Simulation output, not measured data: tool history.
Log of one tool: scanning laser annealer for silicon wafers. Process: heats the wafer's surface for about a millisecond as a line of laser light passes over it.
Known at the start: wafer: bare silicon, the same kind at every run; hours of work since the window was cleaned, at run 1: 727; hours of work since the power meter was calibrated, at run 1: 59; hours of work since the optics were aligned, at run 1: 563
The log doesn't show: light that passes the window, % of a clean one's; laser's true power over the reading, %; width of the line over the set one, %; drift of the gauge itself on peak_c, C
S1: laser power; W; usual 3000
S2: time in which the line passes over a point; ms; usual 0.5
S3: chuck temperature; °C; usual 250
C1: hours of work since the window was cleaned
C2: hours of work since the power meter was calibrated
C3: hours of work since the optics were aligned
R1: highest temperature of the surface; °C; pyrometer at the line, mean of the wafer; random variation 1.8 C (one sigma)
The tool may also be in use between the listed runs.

Run 1, hour 0: usual settings; C1 727; C2 59; C3 563. Result: R1 929 °C.
Run 2, hour 6.6: usual settings; C1 730; C2 62; C3 565. Result: R1 927 °C.
At hour 9.8: window over the wafer cleaned.
Run 3, hour 17: usual settings; C1 3; C2 65; C3 569. Result: R1 974 °C.
Run 4, hour 23.9: usual settings but S1 2685 W; C1 6; C2 68; C3 572. Result: R1 873 °C.
Run 5, hour 31.1: usual settings but S2 0.398 ms; C1 9; C2 71; C3 575. Result: R1 903 °C.
Run 6, hour 35.6: usual settings but S2 0.398 ms; C1 11; C2 73; C3 577. Result: R1 901 °C.
Run 7, hour 42.8: usual settings but S2 0.398 ms; C1 14; C2 76; C3 580. Result: R1 906 °C.
At hour 46.6: laser's power meter calibrated.
Run 8, hour 52.1: usual settings but S2 0.398 ms; C1 17; C2 2; C3 583. Result: R1 902 °C.
Run 9, hour 58.3: usual settings but S2 0.398 ms; C1 19; C2 5; C3 585. Result: R1 902 °C.
Run 10, hour 67.2: usual settings but S2 0.398 ms; C1 23; C2 9; C3 589. Result: R1 900 °C.
Run 11, hour 72.8: usual settings but S1 3229 W, S2 0.398 ms; C1 26; C2 11; C3 591. Result: R1 970 °C.
Run 12, hour 81.2: usual settings but S1 3229 W, S2 0.398 ms; C1 29; C2 15; C3 595. Result: R1 968 °C.
Run 13, hour 85.4: usual settings but S1 3049 W, S2 0.437 ms; C1 31; C2 17; C3 597. Result: R1 945 °C.
At hour 95.3: laser's power meter calibrated, once more.
Run 14, hour 95.8: usual settings but S1 2631 W, S3 267 °C; C1 34; C2 0; C3 600. Result: R1 873 °C.
Run 15, hour 103.9: usual settings but S3 284 °C; C1 37; C2 4; C3 603. Result: R1 1005 °C.
Run 16, hour 112.5: usual settings but S3 284 °C; C1 41; C2 7; C3 607. Result: R1 1007 °C.
Run 17, hour 117.7: usual settings but S3 284 °C; C1 43; C2 10; C3 609. Result: R1 1009 °C.
Run 18, hour 121.8: usual settings but S1 3038 W, S3 275 °C; C1 45; C2 11; C3 611. Result: R1 1011 °C.
Run 19, hour 128.4: usual settings but S1 3038 W, S3 275 °C; C1 48; C2 14; C3 614. Result: R1 1007 °C.
Run 20, hour 134.3: usual settings but S1 3155 W, S3 240 °C; C1 50; C2 17; C3 616. Result: R1 1012 °C.
Run 21, hour 143.2: usual settings but S1 3093 W; C1 54; C2 20; C3 620. Result: R1 1002 °C.
Run 22, hour 147.2: usual settings but S1 2628 W, S2 0.477 ms, S3 239 °C; C1 56; C2 22; C3 622. Result: R1 832 °C.
Run 23, hour 154.3: usual settings but S1 2628 W, S2 0.477 ms, S3 239 °C; C1 59; C2 25; C3 625. Result: R1 831 °C.
Run 24, hour 160.4: usual settings but S1 2628 W, S2 0.477 ms, S3 239 °C; C1 62; C2 28; C3 627. Result: R1 830 °C.

Forecast each of these 4 alternatives for the next run:
Run A, hour 167.1: usual settings but S1 2839 W, S2 0.477 ms, S3 213 °C; C1 64; C2 31; C3 630. Result: R1 ?.
Run B, hour 167.1: usual settings but S1 2728 W, S2 0.477 ms, S3 227 °C; C1 64; C2 31; C3 630. Result: R1 ?.
Run C, hour 167.1: usual settings but S1 2628 W, S2 0.477 ms, S3 240 °C; C1 64; C2 31; C3 630. Result: R1 ?.
Run D, hour 167.1: usual settings but S1 2735 W, S2 0.355 ms, S3 258 °C; C1 64; C2 31; C3 630. Result: R1 ?.

run   R1
  A  866
  B  850
  C  828
  D  802
Without the tool's hidden state the same runs would have given:
run   R1
  A  877
  B  860
  C  837
  D  811
